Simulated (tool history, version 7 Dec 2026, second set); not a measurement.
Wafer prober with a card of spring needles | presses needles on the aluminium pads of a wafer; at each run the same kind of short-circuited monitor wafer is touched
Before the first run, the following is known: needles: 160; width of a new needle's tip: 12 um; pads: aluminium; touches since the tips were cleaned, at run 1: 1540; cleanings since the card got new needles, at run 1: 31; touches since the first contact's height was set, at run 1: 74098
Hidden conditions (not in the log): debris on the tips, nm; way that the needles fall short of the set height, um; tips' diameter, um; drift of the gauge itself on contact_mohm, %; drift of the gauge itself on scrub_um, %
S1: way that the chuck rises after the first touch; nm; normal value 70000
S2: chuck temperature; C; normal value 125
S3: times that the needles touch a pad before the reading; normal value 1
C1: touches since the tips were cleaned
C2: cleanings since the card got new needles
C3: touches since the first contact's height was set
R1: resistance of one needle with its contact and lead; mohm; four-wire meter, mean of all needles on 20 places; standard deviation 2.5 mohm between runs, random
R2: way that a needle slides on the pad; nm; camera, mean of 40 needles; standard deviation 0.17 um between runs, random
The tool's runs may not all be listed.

{"run": 1, "hour": 0.0, "S1": 70000, "S2": 125, "S3": 1, "C1": 1540, "C2": 31, "C3": 74098, "R1": 294, "R2": 17070}
{"hour": 1.9, "done": "tips cleaned on abrasive film"}
{"hour": 5.6, "done": "tips cleaned on abrasive film"}
{"hour": 10.2, "done": "tips cleaned on abrasive film"}
{"hour": 13.9, "done": "tips cleaned on abrasive film"}
{"hour": 18.5, "done": "tips cleaned on abrasive film"}
{"run": 2, "hour": 22.0, "S1": 70000, "S2": 125, "S3": 1, "C1": 2106, "C2": 36, "C3": 86954, "R1": 291, "R2": 16630}
{"hour": 23.0, "done": "tips cleaned on abrasive film"}
{"hour": 26.7, "done": "tips cleaned on abrasive film"}
{"hour": 31.3, "done": "tips cleaned on abrasive film"}
{"hour": 35.9, "done": "tips cleaned on abrasive film"}
{"hour": 39.6, "done": "tips cleaned on abrasive film"}
{"hour": 43.3, "done": "tips cleaned on abrasive film"}
{"hour": 47.0, "done": "tips cleaned on abrasive film"}
{"hour": 51.7, "done": "tips cleaned on abrasive film"}
{"run": 3, "hour": 52.8, "S1": 52000, "S2": 125, "S3": 1, "C1": 699, "C2": 44, "C3": 104852, "R1": 294, "R2": 12700}
{"hour": 55.6, "done": "tips cleaned on abrasive film"}
{"hour": 60.2, "done": "tips cleaned on abrasive film"}
{"hour": 63.9, "done": "tips cleaned on abrasive film"}
{"hour": 68.5, "done": "tips cleaned on abrasive film"}
{"hour": 72.2, "done": "tips cleaned on abrasive film"}
{"hour": 76.8, "done": "tips cleaned on abrasive film"}
{"run": 4, "hour": 79.2, "S1": 83000, "S2": 125, "S3": 1, "C1": 1401, "C2": 50, "C3": 120227, "R1": 292, "R2": 20550}
{"hour": 81.1, "done": "tips cleaned on abrasive film"}
{"hour": 84.8, "done": "tips cleaned on abrasive film"}
{"hour": 89.4, "done": "tips cleaned on abrasive film"}
{"hour": 90.6, "done": "height of the first contact set anew"}
{"hour": 93.4, "done": "tips cleaned on abrasive film"}
{"hour": 97.1, "done": "tips cleaned on abrasive film"}
{"hour": 101.7, "done": "tips cleaned on abrasive film"}
{"run": 5, "hour": 103.2, "S1": 83000, "S2": 125, "S3": 1, "C1": 873, "C2": 56, "C3": 7322, "R1": 294, "R2": 20380}
{"hour": 106.0, "done": "tips cleaned on abrasive film"}
{"hour": 110.6, "done": "tips cleaned on abrasive film"}
{"hour": 114.3, "done": "tips cleaned on abrasive film"}
{"hour": 118.9, "done": "tips cleaned on abrasive film"}
{"hour": 123.5, "done": "tips cleaned on abrasive film"}
{"run": 6, "hour": 124.3, "S1": 83000, "S2": 125, "S3": 1, "C1": 493, "C2": 61, "C3": 19640, "R1": 291, "R2": 20570}
{"hour": 128.0, "done": "tips cleaned on abrasive film"}
{"hour": 131.7, "done": "tips cleaned on abrasive film"}
{"hour": 135.4, "done": "tips cleaned on abrasive film"}
{"hour": 140.0, "done": "tips cleaned on abrasive film"}
{"hour": 144.6, "done": "tips cleaned on abrasive film"}
{"hour": 149.2, "done": "tips cleaned on abrasive film"}
{"hour": 152.9, "done": "tips cleaned on abrasive film"}
{"hour": 156.6, "done": "tips cleaned on abrasive film"}
{"run": 7, "hour": 157.9, "S1": 83000, "S2": 125, "S3": 1, "C1": 774, "C2": 69, "C3": 39226, "R1": 292, "R2": 20490}
{"hour": 160.7, "done": "tips cleaned on abrasive film"}
{"hour": 164.4, "done": "tips cleaned on abrasive film"}
{"hour": 168.1, "done": "tips cleaned on abrasive film"}
{"hour": 171.8, "done": "tips cleaned on abrasive film"}
{"hour": 175.5, "done": "tips cleaned on abrasive film"}
{"hour": 179.2, "done": "tips cleaned on abrasive film"}
{"hour": 183.8, "done": "tips cleaned on abrasive film"}
{"run": 8, "hour": 185.5, "S1": 70000, "S2": 68, "S3": 1, "C1": 993, "C2": 76, "C3": 55268, "R1": 274, "R2": 17040}
{"hour": 188.3, "done": "tips cleaned on abrasive film"}
{"hour": 192.0, "done": "tips cleaned on abrasive film"}
{"hour": 195.7, "done": "tips cleaned on abrasive film"}
{"hour": 200.3, "done": "tips cleaned on abrasive film"}
{"hour": 204.0, "done": "tips cleaned on abrasive film"}
{"hour": 207.7, "done": "tips cleaned on abrasive film"}
{"run": 9, "hour": 210.3, "S1": 70000, "S2": 125, "S3": 1, "C1": 1588, "C2": 82, "C3": 69755, "R1": 289, "R2": 17200}
{"hour": 212.3, "done": "tips cleaned on abrasive film"}
{"hour": 216.0, "done": "tips cleaned on abrasive film"}
{"hour": 220.6, "done": "tips cleaned on abrasive film"}
{"hour": 225.2, "done": "tips cleaned on abrasive film"}
{"hour": 229.8, "done": "tips cleaned on abrasive film"}
{"hour": 234.3, "done": "tips cleaned on abrasive film"}
{"run": 10, "hour": 234.3, "S1": 70000, "S2": 125, "S3": 1, "C1": 0, "C2": 88, "C3": 83673, "R1": 290, "R2": 17320}
{"hour": 238.0, "done": "tips cleaned on abrasive film"}
{"hour": 241.7, "done": "tips cleaned on abrasive film"}
{"hour": 245.4, "done": "tips cleaned on abrasive film"}
{"hour": 249.1, "done": "tips cleaned on abrasive film"}
{"hour": 253.7, "done": "tips cleaned on abrasive film"}
{"hour": 258.3, "done": "tips cleaned on abrasive film"}
{"run": 11, "hour": 261.4, "S1": 70000, "S2": 125, "S3": 1, "C1": 1869, "C2": 94, "C3": 99517, "R1": 292, "R2": 17080}
{"hour": 262.4, "done": "tips cleaned on abrasive film"}
{"hour": 267.0, "done": "tips cleaned on abrasive film"}
{"hour": 271.6, "done": "tips cleaned on abrasive film"}
{"hour": 276.2, "done": "tips cleaned on abrasive film"}
{"hour": 279.9, "done": "tips cleaned on abrasive film"}
{"hour": 283.6, "done": "tips cleaned on abrasive film"}
{"hour": 288.2, "done": "tips cleaned on abrasive film"}
{"run": 12, "hour": 291.7, "S1": 63000, "S2": 36, "S3": 1, "C1": 2078, "C2": 101, "C3": 117182, "R1": 269, "R2": 15250}
{"hour": 292.7, "done": "tips cleaned on abrasive film"}
{"hour": 296.4, "done": "tips cleaned on abrasive film"}
{"hour": 300.1, "done": "tips cleaned on abrasive film"}
{"hour": 304.7, "done": "tips cleaned on abrasive film"}
{"hour": 308.4, "done": "tips cleaned on abrasive film"}
{"hour": 308.7, "done": "height of the first contact set anew"}
{"hour": 312.4, "done": "tips cleaned on abrasive film"}
{"run": 13, "hour": 315.4, "S1": 63000, "S2": 36, "S3": 1, "C1": 1813, "C2": 107, "C3": 3963, "R1": 263, "R2": 15620}
{"hour": 316.4, "done": "tips cleaned on abrasive film"}
{"hour": 320.2, "done": "tips cleaned on abrasive film"}
{"hour": 324.8, "done": "tips cleaned on abrasive film"}
{"hour": 329.4, "done": "tips cleaned on abrasive film"}
{"hour": 334.0, "done": "tips cleaned on abrasive film"}
{"hour": 337.7, "done": "tips cleaned on abrasive film"}
{"hour": 341.7, "done": "tips cleaned on abrasive film"}
{"run": 14, "hour": 341.7, "S1": 51000, "S2": 120, "S3": 1, "C1": 0, "C2": 114, "C3": 19242, "R1": 288, "R2": 12210}
{"hour": 346.3, "done": "tips cleaned on abrasive film"}
{"hour": 350.1, "done": "tips cleaned on abrasive film"}
{"hour": 353.8, "done": "tips cleaned on abrasive film"}
{"hour": 358.4, "done": "tips cleaned on abrasive film"}
{"hour": 363.0, "done": "tips cleaned on abrasive film"}
{"run": 15, "hour": 363.6, "S1": 51000, "S2": 120, "S3": 1, "C1": 396, "C2": 119, "C3": 31999, "R1": 290, "R2": 12530}
{"hour": 367.3, "done": "tips cleaned on abrasive film"}
{"hour": 371.0, "done": "tips cleaned on abrasive film"}
{"hour": 374.7, "done": "tips cleaned on abrasive film"}
{"hour": 378.4, "done": "tips cleaned on abrasive film"}
{"hour": 382.1, "done": "tips cleaned on abrasive film"}
{"run": 16, "hour": 384.7, "S1": 51000, "S2": 120, "S3": 1, "C1": 1545, "C2": 124, "C3": 44294, "R1": 292, "R2": 12490}
{"hour": 386.6, "done": "tips cleaned on abrasive film"}
{"hour": 390.3, "done": "tips cleaned on abrasive film"}
{"hour": 394.0, "done": "tips cleaned on abrasive film"}
{"hour": 397.7, "done": "tips cleaned on abrasive film"}
{"hour": 402.3, "done": "tips cleaned on abrasive film"}
{"hour": 406.0, "done": "tips cleaned on abrasive film"}
{"hour": 410.6, "done": "tips cleaned on abrasive film"}
{"run": 17, "hour": 412.0, "S1": 52000, "S2": 110, "S3": 1, "C1": 793, "C2": 131, "C3": 60136, "R1": 289, "R2": 12770}
{"hour": 414.8, "done": "tips cleaned on abrasive film"}
{"hour": 418.5, "done": "tips cleaned on abrasive film"}
{"hour": 423.1, "done": "tips cleaned on abrasive film"}
{"run": 18, "hour": 426.3, "S1": 70000, "S2": 125, "S3": 2, "C1": 1914, "C2": 134, "C3": 68500, "R1": 288, "R2": 16940}
{"hour": 427.3, "done": "tips cleaned on abrasive film"}
{"hour": 431.0, "done": "tips cleaned on abrasive film"}
{"hour": 434.7, "done": "tips cleaned on abrasive film"}
{"hour": 438.4, "done": "tips cleaned on abrasive film"}
{"hour": 443.0, "done": "tips cleaned on abrasive film"}
{"hour": 446.7, "done": "tips cleaned on abrasive film"}
{"run": 19, "hour": 449.0, "S1": 54000, "S2": 125, "S3": 3, "C1": 1357, "C2": 140, "C3": 81682, "R1": 293, "R2": 13140}

What does the tool deliver on the next run?
{"hour": 450.9, "done": "tips cleaned on abrasive film"}
{"hour": 454.6, "done": "tips cleaned on abrasive film"}
{"hour": 458.3, "done": "tips cleaned on abrasive film"}
{"hour": 462.0, "done": "tips cleaned on abrasive film"}
{"run": 20, "hour": 464.1, "S1": 54000, "S2": 125, "S3": 3, "C1": 1272, "C2": 144, "C3": 90479, "R1": "?", "R2": "?"}

R1: 288 mohm
R2: 13010 nm
Take away the tool's hidden state, keep the run-to-run variation as it was, and the same run would have given R1 288 mohm, R2 13070 nm.
